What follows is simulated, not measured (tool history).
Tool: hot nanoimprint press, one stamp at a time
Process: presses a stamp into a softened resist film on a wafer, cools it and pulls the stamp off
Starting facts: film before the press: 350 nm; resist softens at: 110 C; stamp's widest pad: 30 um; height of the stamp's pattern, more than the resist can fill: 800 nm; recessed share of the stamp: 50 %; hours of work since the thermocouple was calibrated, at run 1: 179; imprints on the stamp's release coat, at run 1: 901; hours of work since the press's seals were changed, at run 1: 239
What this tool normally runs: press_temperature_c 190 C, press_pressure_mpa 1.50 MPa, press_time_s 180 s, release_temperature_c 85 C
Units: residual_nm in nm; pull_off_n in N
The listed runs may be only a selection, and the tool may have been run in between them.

run,hour,press_temperature_c,press_pressure_mpa,press_time_s,release_temperature_c,hours of work since the thermocouple was calibrated,imprints on the stamp's release coat,hours of work since the press's seals were changed,residual_nm,pull_off_n
1,0.0,190,1.50,180,85,179,901,239,183.8,192
2,18.9,190,1.50,180,85,190,954,250,183.5,196
3,29.5,190,1.50,180,85,196,984,256,183.7,196
4,45.0,190,1.50,180,85,204,1027,264,183.9,195
5,54.4,190,1.50,180,88,210,1054,270,183.6,192
6,64.6,190,1.50,180,76,215,1082,275,183.9,214
7,79.6,198,1.50,180,76,224,1125,284,151.5,216
8,90.1,198,1.50,180,76,230,1154,290,151.3,216
9,101.4,190,1.50,230,85,236,1186,296,169.1,195
10,116.5,190,1.50,230,85,245,1229,304,169.5,201
11,127.4,190,1.50,180,85,251,1259,310,184.8,195
12,135.3,190,1.50,180,85,255,1281,315,184.8,196
13,144.6,190,1.50,180,85,260,1308,320,184.7,194
14,161.8,190,1.50,180,85,270,1356,330,184.9,194
15,175.6,190,1.50,180,85,278,1395,338,185.2,196
16,187.5,190,2.40,201,85,284,1428,344,142.7,196
17,202.3,199,1.50,326,74,293,1470,352,117.9,211
18,213.1,199,1.50,326,74,299,1501,359,117.8,213
19,221.0,180,2.11,326,74,303,1523,363,169.7,214
20,238.3,190,1.50,180,72,313,1571,373,185.3,218
21,252.3,190,1.14,196,85,321,1611,381,202.0,198
22,269.9,190,1.14,196,85,330,1660,390,202.2,194
23,279.3,190,1.14,196,85,336,1687,396,202.7,197
24,294.5,190,1.14,196,85,344,1729,404,202.9,193
# hour 301.2: plate thermocouple calibrated
# hour 310.2: stamp cleaned and given a new release coat
25,321.1,190,1.14,196,85,8,31,414,203.0,194
26,338.9,185,1.76,113,72,18,81,424,226.2,219
27,355.8,185,1.76,113,72,27,129,433,226.3,221
28,371.0,187,1.76,210,72,36,171,442,177.7,215
29,381.4,187,1.76,210,72,42,201,448,178.0,218

Here are 5 independent what-if runs from the current tool condition. What would each one return?
A,395.2,187,1.76,243,89,49,240,456,?,?
B,395.2,183,1.50,180,78,49,240,456,?,?
C,395.2,190,1.50,180,87,49,240,456,?,?
D,395.2,190,2.01,210,82,49,240,456,?,?
E,395.2,181,1.52,194,72,49,240,456,?,?

run,residual_nm,pull_off_n
A,169.2,188
B,220.1,205
C,186.5,190
D,154.5,201
E,224.9,218
With the hidden condition removed and each run's random variation left untouched, the same runs would have given:
run,residual_nm,pull_off_n
A,166.6,188
B,216.8,204
C,183.6,190
D,152.2,201
E,221.5,218
